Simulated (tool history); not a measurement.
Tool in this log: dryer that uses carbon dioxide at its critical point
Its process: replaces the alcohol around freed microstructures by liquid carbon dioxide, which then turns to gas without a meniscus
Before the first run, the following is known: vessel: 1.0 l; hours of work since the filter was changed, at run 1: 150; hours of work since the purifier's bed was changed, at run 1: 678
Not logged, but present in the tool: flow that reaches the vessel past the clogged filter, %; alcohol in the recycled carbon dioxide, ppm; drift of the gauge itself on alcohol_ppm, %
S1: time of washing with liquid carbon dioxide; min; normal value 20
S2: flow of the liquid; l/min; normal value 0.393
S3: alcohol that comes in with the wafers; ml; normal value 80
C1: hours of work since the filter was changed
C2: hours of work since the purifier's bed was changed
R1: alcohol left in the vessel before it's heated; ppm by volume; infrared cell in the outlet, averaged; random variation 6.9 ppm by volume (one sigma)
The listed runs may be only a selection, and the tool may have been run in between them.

run,hour,S1,S2,S3,C1,C2,R1
1,0.0,20,0.393,80,150,678,506
2,40.5,20,0.393,23,174,703,235
3,86.3,20,0.393,23,202,731,241
4,152.3,20,0.393,23,242,771,261
5,194.3,20,0.393,23,268,797,262
6,236.0,20,0.393,23,293,822,261
7,306.0,20,0.393,80,336,865,658
8,343.6,20,0.393,30,359,888,353
# hour 385.7: inlet filter changed
9,400.5,20,0.291,80,9,922,1383
10,443.9,20,0.291,80,35,948,1436
11,512.0,20,0.291,88,77,990,1659
12,577.4,20,0.291,88,117,1030,1725
13,624.0,20,0.291,88,145,1058,1731
14,655.8,20,0.400,88,165,1077,567
15,713.1,20,0.357,80,199,1112,857
16,781.6,20,0.393,80,241,1154,632
17,816.6,20,0.393,80,262,1175,652
18,858.6,19,0.393,80,288,1201,808
19,920.2,19,0.393,80,326,1238,848
20,970.8,19,0.393,80,356,1269,901
# hour 1017.8: inlet filter changed
21,1024.3,19,0.393,65,4,1301,536
22,1077.2,19,0.393,65,36,1333,588
23,1113.1,19,0.393,65,58,1355,581
24,1159.5,20,0.393,80,86,1384,568
25,1211.9,31,0.393,71,118,1416,253
26,1275.7,21,0.271,36,157,1454,974
# hour 1289.4: purifier's bed changed
27,1341.5,21,0.271,36,195,32,762
28,1400.4,17,0.393,80,231,68,964
29,1436.1,29,0.242,41,253,89,390
30,1465.4,16,0.292,100,271,107,4574
31,1501.9,29,0.576,100,293,129,36
32,1539.3,20,0.576,100,316,152,89
33,1576.1,26,0.393,56,338,175,111
34,1622.4,26,0.393,56,367,203,118
# hour 1651.9: inlet filter changed
35,1676.7,25,0.342,80,15,235,242
36,1734.4,25,0.342,80,50,270,252
37,1785.2,20,0.578,80,81,301,95
38,1826.2,16,0.316,70,106,326,2209
39,1860.2,27,0.316,51,127,347,210
40,1916.4,27,0.316,51,161,381,222
41,1984.3,12,0.316,51,203,423,3996
42,2028.8,12,0.615,51,230,450,511
43,2091.0,12,0.615,51,268,488,508
44,2142.5,21,0.306,80,299,519,1270
45,2192.5,21,0.306,80,329,550,1275
46,2251.5,21,0.306,80,365,585,1348
# hour 2282.1: inlet filter changed
47,2290.7,21,0.650,80,5,609,111

Here are 4 independent what-if runs from the current tool condition. What would each one return?
A,2351.9,21,0.316,111,43,646,?
B,2351.9,21,0.650,32,43,646,?
C,2351.9,20,0.393,59,43,646,?
D,2351.9,21,0.393,80,43,646,?

run,R1
A,1154
B,111
C,346
D,365
What these runs would have given with no unlogged condition in the tool:
run,R1
A,990
B,4
C,227
D,242
